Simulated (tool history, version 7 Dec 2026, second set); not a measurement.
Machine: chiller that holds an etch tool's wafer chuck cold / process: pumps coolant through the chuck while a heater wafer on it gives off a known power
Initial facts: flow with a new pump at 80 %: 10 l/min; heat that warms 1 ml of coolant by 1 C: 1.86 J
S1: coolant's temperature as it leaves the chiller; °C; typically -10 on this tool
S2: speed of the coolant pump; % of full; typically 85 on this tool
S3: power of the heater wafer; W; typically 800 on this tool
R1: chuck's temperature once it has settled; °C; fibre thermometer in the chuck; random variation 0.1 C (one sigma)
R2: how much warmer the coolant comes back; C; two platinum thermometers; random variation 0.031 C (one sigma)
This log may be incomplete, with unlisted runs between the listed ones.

run 1 day=0 | S1=-10 S2=85 S3=800 | R1=-1.3 R2=2.41
run 2 day=0.754 | S1=-10 S2=95 S3=800 | R1=-2.1 R2=2.17
run 3 day=2.4 | S1=-10 S2=85 S3=800 | R1=-1.4 R2=2.48
run 4 day=3.821 | S1=-10 S2=85 S3=800 | R1=-1.2 R2=2.42
-- day=4.012 chiller's thermometer calibrated
run 5 day=5.242 | S1=-10 S2=85 S3=800 | R1=-1.1 R2=2.46
run 6 day=6.846 | S1=-10 S2=85 S3=800 | R1=-1.1 R2=2.48
-- day=7.017 chiller's thermometer calibrated, once more
run 7 day=8.633 | S1=-10 S2=83 S3=800 | R1=-1.4 R2=2.5
run 8 day=9.542 | S1=-7 S2=85 S3=1183 | R1=5.4 R2=3.61
run 9 day=10.696 | S1=-1 S2=98 S3=800 | R1=6.4 R2=2.08
run 10 day=12.054 | S1=-10 S2=88 S3=719 | R1=-2.9 R2=2.12
run 11 day=13.904 | S1=-10 S2=88 S3=719 | R1=-2.8 R2=2.13
run 12 day=15.592 | S1=-10 S2=83 S3=673 | R1=-2.7 R2=2.13
run 13 day=17.179 | S1=-17 S2=85 S3=1076 | R1=-5.7 R2=3.34

5 ways to go on from here, each from the tool as it stands after run 13. What would each give?
run A day=17.992 | S1=-17 S2=65 S3=673 | R1=? R2=?
run B day=17.992 | S1=-17 S2=70 S3=1085 | R1=? R2=?
run C day=17.992 | S1=-17 S2=85 S3=583 | R1=? R2=?
run D day=17.992 | S1=-10 S2=81 S3=658 | R1=? R2=?
run E day=17.992 | S1=-19 S2=77 S3=493 | R1=? R2=?

run=A R1=-7.8 R2=2.79
run=B R1=-3.3 R2=4.13
run=C R1=-11.1 R2=1.75
run=D R1=-2.8 R2=2.14
run=E R1=-13.2 R2=1.72
The same runs, with their run-to-run variation unchanged, on a tool lacking any hidden condition would have given:
run=A R1=-8.8 R2=2.73
run=B R1=-4.8 R2=4.05
run=C R1=-11.8 R2=1.72
run=D R1=-3.6 R2=2.1
run=E R1=-13.8 R2=1.69
